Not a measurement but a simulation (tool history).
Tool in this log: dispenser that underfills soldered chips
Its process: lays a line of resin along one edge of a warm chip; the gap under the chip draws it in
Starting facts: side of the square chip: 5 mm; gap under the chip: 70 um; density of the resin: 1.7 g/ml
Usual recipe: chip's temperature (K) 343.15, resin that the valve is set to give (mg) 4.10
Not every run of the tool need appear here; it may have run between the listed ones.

run   hour  chip's temperature (K)  resin that the valve is set to give (mg)  time until the resin shows at the far edge (s)  resin that the valve gave (mg)
  1    0.0                  343.15                                      4.10                                             9.2                            3.94
  2    6.3                  343.15                                      4.10                                             7.9                            4.02
  3   14.6                  343.15                                      4.54                                             9.4                            4.38
  4   18.7                  343.15                                      4.54                                             6.7                            4.30
  5   27.3                  343.15                                      4.54                                             9.1                            4.41
  6   31.4                  343.15                                      4.54                                             7.1                            4.34
  7   40.4                  343.15                                      4.54                                             9.5                            4.31
  8   47.4                  343.15                                      4.04                                             7.8                            3.77
  9   53.5                  343.15                                      4.04                                             9.4                            3.80
 10   58.4                  348.15                                      4.10                                             5.6                            3.93
 11   63.5                  348.15                                      4.10                                             6.2                            3.86
 12   70.4                  345.15                                      4.10                                             9.0                            3.89
 13   79.8                  345.15                                      4.10                                             8.1                            3.83
 14   83.9                  345.15                                      4.10                                             8.9                            3.78
 15   93.2                  345.15                                      4.10                                             8.6                            4.06
 16   99.2                  345.15                                      4.10                                             5.9                            4.09
 17  108.4                  345.15                                      4.10                                             8.1                            4.08
 18  117.1                  343.15                                      4.10                                             8.8                            4.03
 19  124.9                  345.15                                      4.10                                             9.5                            4.03
 20  133.9                  358.15                                      4.86                                             4.2                            4.67
 21  143.1                  358.15                                      4.86                                             3.5                            4.68
 22  148.8                  356.15                                      3.78                                             4.9                            3.59
 23  155.2                  356.15                                      4.66                                             3.6                            4.57
 24  159.6                  338.15                                      4.83                                            11.0                            4.64
 25  166.7                  342.15                                      4.86                                             7.6                            4.65
 26  174.3                  356.15                                      3.70                                             4.6                            3.48
 27  178.9                  349.15                                      4.10                                             7.6                            3.96
 28  187.1                  343.15                                      3.68                                             9.0                            3.47
 29  192.4                  344.15                                      5.27                                             9.0                            4.95
 30  198.6                  351.15                                      4.98                                             5.3                            4.71
 31  206.0                  350.15                                      3.50                                             7.4                            3.30
 32  211.5                  333.15                                      5.19                                            13.2                            4.82
 33  215.7                  341.15                                      4.33                                             9.7                            4.04
 34  220.3                  348.15                                      4.33                                             5.0                            3.95
 35  229.2                  355.15                                      4.55                                             4.5                            4.19
 36  234.6                  355.15                                      4.55                                             3.2                            4.24
 37  245.0                  345.15                                      4.62                                             8.3                            4.67

Not shown here: 20 entries made in the log between runs. Locate each between two listed runs and compare the hidden state at the listed run before it with the hidden state at the listed run after it:
After run 1, before run 2: new syringe of resin (hour 4.4)
  resin's viscosity, % of fresh resin's: 129.6 -> 106.1; dose that the valve gives, % of what is set: 96.71 -> 96.37; true chip temperature over the reading, C: -0.33 -> -0.31
  the result without the hidden state subtracted from the measured one, time until the resin shows at the far edge (s): +2.3 -> +0.6; resin that the valve gave (mg): -0.14 -> -0.15
After run 3, before run 4: new syringe of resin (hour 17.8)
  resin's viscosity, % of fresh resin's: 134.6 -> 102.1; dose that the valve gives, % of what is set: 95.89 -> 95.69; true chip temperature over the reading, C: -0.28 -> -0.27
  the result without the hidden state subtracted from the measured one, time until the resin shows at the far edge (s): +2.7 -> +0.3; resin that the valve gave (mg): -0.18 -> -0.19
After run 5, before run 6: new syringe of resin (hour 31.4)
  resin's viscosity, % of fresh resin's: 130.5 -> 102.3; dose that the valve gives, % of what is set: 95.18 -> 94.93
  the result without the hidden state subtracted from the measured one, time until the resin shows at the far edge (s): +2.3 -> +0.3; resin that the valve gave (mg): -0.22 -> -0.23
After run 7, before run 8: new syringe of resin (hour 44.8)
  resin's viscosity, % of fresh resin's: 132.4 -> 108.4; dose that the valve gives, % of what is set: 94.45 -> 94.05; true chip temperature over the reading, C: -0.21 -> -0.18
  the result without the hidden state subtracted from the measured one, time until the resin shows at the far edge (s): +2.4 -> +0.7; resin that the valve gave (mg): -0.25 -> -0.24
After run 9, before run 10: new syringe of resin (hour 58.2)
  resin's viscosity, % of fresh resin's: 128.9 -> 100.7; dose that the valve gives, % of what is set: 93.7 -> 93.46; true chip temperature over the reading, C: -0.16 -> -0.15
  the result without the hidden state subtracted from the measured one, time until the resin shows at the far edge (s): +2.2 -> +0.2; resin that the valve gave (mg): -0.26 -> -0.27
After run 12, before run 13: new syringe of resin (hour 71.8)
  resin's viscosity, % of fresh resin's: 141.6 -> 128.2; dose that the valve gives, % of what is set: 92.77 -> 92.28; true chip temperature over the reading, C: -0.11 -> -0.08
  the result without the hidden state subtracted from the measured one, time until the resin shows at the far edge (s): +2.9 -> +1.9; resin that the valve gave (mg): -0.30 -> -0.32
After run 14, before run 15: new syringe of resin (hour 85.0); dispensing valve cleaned and set on the balance (hour 90.8)
  resin's viscosity, % of fresh resin's: 144 -> 124.8; dose that the valve gives, % of what is set: 92.07 -> 99.92; true chip temperature over the reading, C: -0.07 -> -0.05
  the result without the hidden state subtracted from the measured one, time until the resin shows at the far edge (s): +3.0 -> +1.5; resin that the valve gave (mg): -0.32 -> -0.01
After run 15, before run 16: new syringe of resin (hour 99.2)
  resin's viscosity, % of fresh resin's: 124.8 -> 98.3; dose that the valve gives, % of what is set: 99.92 -> 99.61; true chip temperature over the reading, C: -0.05 -> -0.03
  the result without the hidden state subtracted from the measured one, time until the resin shows at the far edge (s): +1.5 -> -0.1; resin that the valve gave (mg): -0.01 -> -0.01
After run 17, before run 18: new syringe of resin (hour 112.4)
  resin's viscosity, % of fresh resin's: 128 -> 116.5; dose that the valve gives, % of what is set: 99.09 -> 98.59; true chip temperature over the reading, C: 0 -> 0.03
  the result without the hidden state subtracted from the measured one, time until the resin shows at the far edge (s): +1.8 -> +1.2; resin that the valve gave (mg): -0.03 -> -0.06
After run 19, before run 20: new syringe of resin (hour 125.8)
  resin's viscosity, % of fresh resin's: 145.8 -> 124.6; dose that the valve gives, % of what is set: 98.13 -> 97.62; true chip temperature over the reading, C: 0.05 -> 0.07
  the result without the hidden state subtracted from the measured one, time until the resin shows at the far edge (s): +2.8 -> +0.8; resin that the valve gave (mg): -0.08 -> -0.12
After run 20, before run 21: new syringe of resin (hour 139.5)
  resin's viscosity, % of fresh resin's: 124.6 -> 110.1; dose that the valve gives, % of what is set: 97.62 -> 97.14; true chip temperature over the reading, C: 0.07 -> 0.1
  the result without the hidden state subtracted from the measured one, time until the resin shows at the far edge (s): +0.8 -> +0.3; resin that the valve gave (mg): -0.12 -> -0.14
After run 22, before run 23: new syringe of resin (hour 153.2)
  resin's viscosity, % of fresh resin's: 129.5 -> 105.7; dose that the valve gives, % of what is set: 96.81 -> 96.49; true chip temperature over the reading, C: 0.12 -> 0.14
  the result without the hidden state subtracted from the measured one, time until the resin shows at the far edge (s): +1.1 -> +0.2; resin that the valve gave (mg): -0.12 -> -0.16
After run 24, before run 25: new syringe of resin (hour 166.7)
  resin's viscosity, % of fresh resin's: 119.8 -> 99.3; dose that the valve gives, % of what is set: 96.24 -> 95.88; true chip temperature over the reading, C: 0.15 -> 0.17
  the result without the hidden state subtracted from the measured one, time until the resin shows at the far edge (s): +1.7 -> -0.1; resin that the valve gave (mg): -0.18 -> -0.20
After run 27, before run 28: new syringe of resin (hour 180.4)
  resin's viscosity, % of fresh resin's: 140.9 -> 121.9; dose that the valve gives, % of what is set: 95.21 -> 94.77; true chip temperature over the reading, C: 0.21 -> 0.24
  the result without the hidden state subtracted from the measured one, time until the resin shows at the far edge (s): +2.1 -> +1.6; resin that the valve gave (mg): -0.19 -> -0.19
After run 29, before run 30: new syringe of resin (hour 193.8)
  resin's viscosity, % of fresh resin's: 141.5 -> 114.9; dose that the valve gives, % of what is set: 94.47 -> 94.15; true chip temperature over the reading, C: 0.25 -> 0.27
  the result without the hidden state subtracted from the measured one, time until the resin shows at the far edge (s): +2.6 -> +0.6; resin that the valve gave (mg): -0.29 -> -0.29
After run 31, before run 32: new syringe of resin (hour 207.1)
  resin's viscosity, % of fresh resin's: 142.1 -> 114.4; dose that the valve gives, % of what is set: 93.72 -> 93.45; true chip temperature over the reading, C: 0.3 -> 0.31
  the result without the hidden state subtracted from the measured one, time until the resin shows at the far edge (s): +2.3 -> +1.5; resin that the valve gave (mg): -0.22 -> -0.34
After run 33, before run 34: new syringe of resin (hour 220.3)
  resin's viscosity, % of fresh resin's: 129.1 -> 101; dose that the valve gives, % of what is set: 93.23 -> 92.97; true chip temperature over the reading, C: 0.32 -> 0.34
  the result without the hidden state subtracted from the measured one, time until the resin shows at the far edge (s): +2.2 -> +0.0; resin that the valve gave (mg): -0.29 -> -0.31
After run 35, before run 36: new syringe of resin (hour 233.5)
  resin's viscosity, % of fresh resin's: 130.3 -> 103.3; dose that the valve gives, % of what is set: 92.48 -> 92.19; true chip temperature over the reading, C: 0.37 -> 0.38
  the result without the hidden state subtracted from the measured one, time until the resin shows at the far edge (s): +1.1 -> +0.1; resin that the valve gave (mg): -0.35 -> -0.36
After run 36, before run 37: dispensing valve cleaned and set on the balance (hour 242.7)
  resin's viscosity, % of fresh resin's: 103.3 -> 134.9; dose that the valve gives, % of what is set: 92.19 -> 99.81; true chip temperature over the reading, C: 0.38 -> 0.41
  the result without the hidden state subtracted from the measured one, time until the resin shows at the far edge (s): +0.1 -> +2.0; resin that the valve gave (mg): -0.36 -> +0.00
